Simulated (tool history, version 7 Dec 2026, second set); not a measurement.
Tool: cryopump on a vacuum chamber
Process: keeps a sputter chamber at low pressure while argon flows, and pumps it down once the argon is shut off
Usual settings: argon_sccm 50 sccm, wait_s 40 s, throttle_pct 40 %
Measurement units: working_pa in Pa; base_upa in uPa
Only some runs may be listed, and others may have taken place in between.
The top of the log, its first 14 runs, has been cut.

run 15 hour=569.2 | argon_sccm=50 wait_s=141 throttle_pct=40 | working_pa=0.0978 base_upa=1.25
run 16 hour=621.7 | argon_sccm=50 wait_s=40 throttle_pct=26 | working_pa=0.1481 base_upa=1.84
run 17 hour=647.5 | argon_sccm=50 wait_s=40 throttle_pct=40 | working_pa=0.1001 base_upa=1.87
run 18 hour=682.8 | argon_sccm=44 wait_s=40 throttle_pct=16 | working_pa=0.2101 base_upa=1.96
run 19 hour=738.1 | argon_sccm=57 wait_s=68 throttle_pct=15 | working_pa=0.2917 base_upa=1.83
-- hour=793.3 pump warmed up, emptied and cooled again
run 20 hour=799.6 | argon_sccm=57 wait_s=68 throttle_pct=15 | working_pa=0.2741 base_upa=1.52
run 21 hour=839.2 | argon_sccm=57 wait_s=68 throttle_pct=15 | working_pa=0.2753 base_upa=1.62
run 22 hour=866.4 | argon_sccm=55 wait_s=127 throttle_pct=15 | working_pa=0.2665 base_upa=1.44
run 23 hour=893.0 | argon_sccm=55 wait_s=127 throttle_pct=15 | working_pa=0.2666 base_upa=1.51
run 24 hour=922.8 | argon_sccm=55 wait_s=127 throttle_pct=17 | working_pa=0.2372 base_upa=1.59
run 25 hour=954.7 | argon_sccm=26 wait_s=32 throttle_pct=16 | working_pa=0.1183 base_upa=2.19
run 26 hour=1009.0 | argon_sccm=80 wait_s=34 throttle_pct=32 | working_pa=0.1904 base_upa=2.38

Predict the results of run 27:
run 27 hour=1067.7 | argon_sccm=80 wait_s=34 throttle_pct=32 | working_pa=? base_upa=?

working_pa: 0.1941 Pa
base_upa: 2.51 uPa
With the hidden condition absent and the run-to-run variation left alone, this run would have shown working_pa 0.1810 Pa, base_upa 0.92 uPa.
